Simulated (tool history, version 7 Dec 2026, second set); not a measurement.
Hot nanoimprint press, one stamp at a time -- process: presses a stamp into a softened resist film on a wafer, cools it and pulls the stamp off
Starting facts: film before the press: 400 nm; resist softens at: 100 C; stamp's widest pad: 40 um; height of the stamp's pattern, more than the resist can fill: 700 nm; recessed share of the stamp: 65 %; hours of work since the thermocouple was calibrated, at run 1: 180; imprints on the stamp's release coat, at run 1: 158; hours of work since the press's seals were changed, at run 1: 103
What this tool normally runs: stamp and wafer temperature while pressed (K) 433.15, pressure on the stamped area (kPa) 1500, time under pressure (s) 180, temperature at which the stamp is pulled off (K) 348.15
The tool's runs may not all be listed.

run	day	stamp and wafer temperature while pressed (K)	pressure on the stamped area (kPa)	time under pressure (s)	temperature at which the stamp is pulled off (K)	hours of work since the thermocouple was calibrated	imprints on the stamp's release coat	hours of work since the press's seals were changed	resist left under the stamp's widest pad (Å)	greatest force while the stamp is pulled off (N)
1	0.000	433.15	1500	180	348.15	180	158	103	1797	211
2	1.692	433.15	1500	93	348.15	203	274	126	2262	229
3	3.529	433.15	1500	93	348.15	228	400	151	2271	236
4	6.408	433.15	1500	180	352.15	267	598	190	1834	232
5	9.838	433.15	1500	180	354.15	314	834	237	1865	240
# day 12.192: plate thermocouple calibrated
6	12.942	433.15	1500	180	354.15	10	1038	278	1749	247
7	16.417	433.15	1500	180	354.15	58	1277	325	1757	254
8	18.396	433.15	1500	180	348.15	85	1413	352	1801	314
# day 20.721: stamp cleaned and given a new release coat
9	22.604	433.15	1500	180	348.15	139	129	406	1789	214
10	25.304	433.15	1500	180	335.15	176	315	443	1802	308
11	29.021	429.15	1500	180	348.15	226	570	494	2255	258
12	32.104	428.15	1500	180	348.15	268	782	536	2402	263
13	34.004	428.15	1500	180	348.15	294	912	562	2426	282
14	37.454	431.15	1500	180	348.15	341	1149	609	2116	298
# day 37.775: plate thermocouple calibrated
15	40.775	431.15	1500	180	348.15	41	1369	652	1975	313
# day 43.721: stamp cleaned and given a new release coat
16	44.796	433.15	1500	180	352.15	92	74	704	1792	189
17	47.333	433.15	1500	180	352.15	127	248	738	1808	202
18	50.508	440.15	1500	249	348.15	170	466	782	1109	236
19	52.950	440.15	1530	180	344.15	204	633	815	1232	280
20	56.300	440.15	1530	180	349.15	249	864	861	1258	276
21	57.958	428.15	1130	180	349.15	272	978	883	2672	270
22	59.717	439.15	1710	122	349.15	296	1098	907	1468	278
23	63.171	432.15	1710	122	335.15	343	1336	954	2129	414
# day 63.538: plate thermocouple calibrated
# day 64.629: press's hydraulic seals changed and the load cell set to zero
24	65.788	434.15	1500	95	353.15	26	1484	16	2066	288
# day 67.321: stamp cleaned and given a new release coat
25	68.350	429.15	1370	173	356.15	58	70	47	2280	171
26	72.079	426.15	2200	357	340.15	109	326	98	1704	271
27	75.625	429.15	2200	357	352.15	157	570	147	1438	228
28	79.367	439.15	1210	177	348.15	208	827	198	1475	263
29	83.275	439.15	1210	177	348.15	261	1095	251	1513	296

3 ways to go on from here, each from the tool as it stands after run 29. What would each give?
A	85.188	440.15	2010	177	348.15	287	1227	277	?	?
B	85.188	433.15	1030	180	348.15	287	1227	277	?	?
C	85.188	424.15	1520	99	348.15	287	1227	277	?	?

run	resist left under the stamp's widest pad (Å)	greatest force while the stamp is pulled off (N)
A	1086	310
B	2211	296
C	3189	303
With the hidden condition removed and each run's random variation left untouched, the same runs would have given:
run	resist left under the stamp's widest pad (Å)	greatest force while the stamp is pulled off (N)
A	1014	208
B	2084	198
C	3065	203

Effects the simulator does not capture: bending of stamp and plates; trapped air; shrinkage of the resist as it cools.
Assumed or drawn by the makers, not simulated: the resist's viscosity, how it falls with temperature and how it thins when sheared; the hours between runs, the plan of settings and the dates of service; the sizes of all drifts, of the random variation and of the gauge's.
